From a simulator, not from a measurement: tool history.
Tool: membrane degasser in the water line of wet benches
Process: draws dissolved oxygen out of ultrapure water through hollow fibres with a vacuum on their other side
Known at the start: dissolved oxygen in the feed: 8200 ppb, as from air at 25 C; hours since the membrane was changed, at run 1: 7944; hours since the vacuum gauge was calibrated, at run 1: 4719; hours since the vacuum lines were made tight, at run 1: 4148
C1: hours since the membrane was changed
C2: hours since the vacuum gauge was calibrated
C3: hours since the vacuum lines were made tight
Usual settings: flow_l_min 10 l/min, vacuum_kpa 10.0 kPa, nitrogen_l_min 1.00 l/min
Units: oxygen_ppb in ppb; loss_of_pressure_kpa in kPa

run 1 hour=0.0 | flow_l_min=10 vacuum_kpa=10.0 nitrogen_l_min=1.00 | C1=7944 C2=4719 C3=4148 | oxygen_ppb=197.3 loss_of_pressure_kpa=34.29
run 2 hour=186.9 | flow_l_min=10 vacuum_kpa=10.0 nitrogen_l_min=1.00 | C1=8131 C2=4906 C3=4335 | oxygen_ppb=191.4 loss_of_pressure_kpa=34.37
run 3 hour=389.9 | flow_l_min=10 vacuum_kpa=14.9 nitrogen_l_min=1.00 | C1=8334 C2=5109 C3=4538 | oxygen_ppb=307.3 loss_of_pressure_kpa=34.09
run 4 hour=557.2 | flow_l_min=10 vacuum_kpa=10.0 nitrogen_l_min=0.83 | C1=8501 C2=5276 C3=4706 | oxygen_ppb=223.8 loss_of_pressure_kpa=34.41
run 5 hour=644.3 | flow_l_min=10 vacuum_kpa=6.9 nitrogen_l_min=1.00 | C1=8588 C2=5363 C3=4793 | oxygen_ppb=123.2 loss_of_pressure_kpa=34.45
run 6 hour=832.2 | flow_l_min=15 vacuum_kpa=10.0 nitrogen_l_min=2.82 | C1=8776 C2=5551 C3=4981 | oxygen_ppb=212.9 loss_of_pressure_kpa=51.72
-- hour=842.7 vacuum gauge calibrated
run 7 hour=932.4 | flow_l_min=10 vacuum_kpa=20.6 nitrogen_l_min=0.57 | C1=8876 C2=90 C3=5080 | oxygen_ppb=692.6 loss_of_pressure_kpa=34.21
run 8 hour=1106.9 | flow_l_min=10 vacuum_kpa=20.6 nitrogen_l_min=0.57 | C1=9050 C2=264 C3=5255 | oxygen_ppb=689.4 loss_of_pressure_kpa=34.27
run 9 hour=1272.5 | flow_l_min=10 vacuum_kpa=20.6 nitrogen_l_min=0.57 | C1=9216 C2=430 C3=5420 | oxygen_ppb=686.6 loss_of_pressure_kpa=34.57
run 10 hour=1442.7 | flow_l_min=15 vacuum_kpa=7.8 nitrogen_l_min=0.48 | C1=9386 C2=600 C3=5590 | oxygen_ppb=419.3 loss_of_pressure_kpa=52.04

5 ways to go on from here, each from the tool as it stands after run 10. What would each give?
run A hour=1578.6 | flow_l_min=10 vacuum_kpa=10.0 nitrogen_l_min=1.03 | C1=9522 C2=736 C3=5726 | oxygen_ppb=? loss_of_pressure_kpa=?
run B hour=1578.6 | flow_l_min=10 vacuum_kpa=6.9 nitrogen_l_min=0.89 | C1=9522 C2=736 C3=5726 | oxygen_ppb=? loss_of_pressure_kpa=?
run C hour=1578.6 | flow_l_min=11 vacuum_kpa=10.0 nitrogen_l_min=0.59 | C1=9522 C2=736 C3=5726 | oxygen_ppb=? loss_of_pressure_kpa=?
run D hour=1578.6 | flow_l_min=11 vacuum_kpa=15.4 nitrogen_l_min=0.51 | C1=9522 C2=736 C3=5726 | oxygen_ppb=? loss_of_pressure_kpa=?
run E hour=1578.6 | flow_l_min=6 vacuum_kpa=6.5 nitrogen_l_min=0.65 | C1=9522 C2=736 C3=5726 | oxygen_ppb=? loss_of_pressure_kpa=?

run=A oxygen_ppb=193.2 loss_of_pressure_kpa=34.68
run=B oxygen_ppb=136.3 loss_of_pressure_kpa=34.30
run=C oxygen_ppb=328.7 loss_of_pressure_kpa=38.24
run=D oxygen_ppb=603.2 loss_of_pressure_kpa=38.11
run=E oxygen_ppb=78.7 loss_of_pressure_kpa=20.38
Without the tool's hidden state the same runs would have given:
run=A oxygen_ppb=175.7 loss_of_pressure_kpa=31.92
run=B oxygen_ppb=119.3 loss_of_pressure_kpa=31.53
run=C oxygen_ppb=305.9 loss_of_pressure_kpa=35.18
run=D oxygen_ppb=578.7 loss_of_pressure_kpa=35.06
run=E oxygen_ppb=73.1 loss_of_pressure_kpa=18.72
